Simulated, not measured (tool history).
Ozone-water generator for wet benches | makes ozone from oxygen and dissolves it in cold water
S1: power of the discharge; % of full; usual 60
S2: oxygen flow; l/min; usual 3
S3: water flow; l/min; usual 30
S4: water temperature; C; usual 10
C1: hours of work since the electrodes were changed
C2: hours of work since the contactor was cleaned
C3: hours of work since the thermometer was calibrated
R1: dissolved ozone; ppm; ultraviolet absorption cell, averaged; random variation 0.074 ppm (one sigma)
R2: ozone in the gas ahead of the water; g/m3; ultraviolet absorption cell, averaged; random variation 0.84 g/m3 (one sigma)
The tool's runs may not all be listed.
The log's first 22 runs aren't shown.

{"run": 23, "hour": 1806.1, "S1": 60, "S2": 3, "S3": 28, "S4": 10, "C1": 2643, "C2": 153, "C3": 1427, "R1": 8.92, "R2": 130}
{"run": 24, "hour": 1882.7, "S1": 60, "S2": 2.88, "S3": 30, "S4": 10, "C1": 2714, "C2": 224, "C3": 1498, "R1": 8.24, "R2": 133.6}
{"run": 25, "hour": 1952.4, "S1": 72, "S2": 3.62, "S3": 30, "S4": 10, "C1": 2778, "C2": 288, "C3": 1562, "R1": 9.87, "R2": 134.1}
{"run": 26, "hour": 2022.3, "S1": 72, "S2": 3.62, "S3": 19, "S4": 12, "C1": 2843, "C2": 353, "C3": 1626, "R1": 14.76, "R2": 134.6}
{"run": 27, "hour": 2146.2, "S1": 72, "S2": 2.98, "S3": 19, "S4": 12, "C1": 2957, "C2": 467, "C3": 1741, "R1": 14.8, "R2": 150}
{"run": 28, "hour": 2204.5, "S1": 60, "S2": 1.54, "S3": 33, "S4": 10, "C1": 3011, "C2": 521, "C3": 1794, "R1": 6.44, "R2": 202.8}
{"hour": 2225.1, "done": "contactor cleaned, once more"}
{"run": 29, "hour": 2315.7, "S1": 60, "S2": 3, "S3": 41, "S4": 7, "C1": 3110, "C2": 84, "C3": 1893, "R1": 6.1, "R2": 130.5}
{"run": 30, "hour": 2388.6, "S1": 60, "S2": 3, "S3": 44, "S4": 10, "C1": 3177, "C2": 151, "C3": 1961, "R1": 5.5, "R2": 129.4}
{"run": 31, "hour": 2454.9, "S1": 60, "S2": 3, "S3": 19, "S4": 10, "C1": 3238, "C2": 212, "C3": 2022, "R1": 13.1, "R2": 128.3}
{"run": 32, "hour": 2506.3, "S1": 60, "S2": 3, "S3": 47, "S4": 10, "C1": 3286, "C2": 259, "C3": 2069, "R1": 5.17, "R2": 130.2}
{"run": 33, "hour": 2586.9, "S1": 67, "S2": 3, "S3": 30, "S4": 13, "C1": 3360, "C2": 334, "C3": 2144, "R1": 9.15, "R2": 141.4}

3 ways to go on from here, each from the tool as it stands after run 33. What would each give?
{"run": "A", "hour": 2648.5, "S1": 43, "S2": 3.33, "S3": 30, "S4": 10, "C1": 3417, "C2": 391, "C3": 2200, "R1": "?", "R2": "?"}
{"run": "B", "hour": 2648.5, "S1": 60, "S2": 3, "S3": 30, "S4": 5, "C1": 3417, "C2": 391, "C3": 2200, "R1": "?", "R2": "?"}
{"run": "C", "hour": 2648.5, "S1": 58, "S2": 4.64, "S3": 30, "S4": 12, "C1": 3417, "C2": 391, "C3": 2200, "R1": "?", "R2": "?"}

run=A R1=6.65 R2=91.5
run=B R1=8.8 R2=129.8
run=C R1=8.54 R2=93.3
Without the tool's hidden state the same runs would have given:
run=A R1=6.86 R2=94
run=B R1=9.19 R2=135
run=C R1=8.91 R2=97
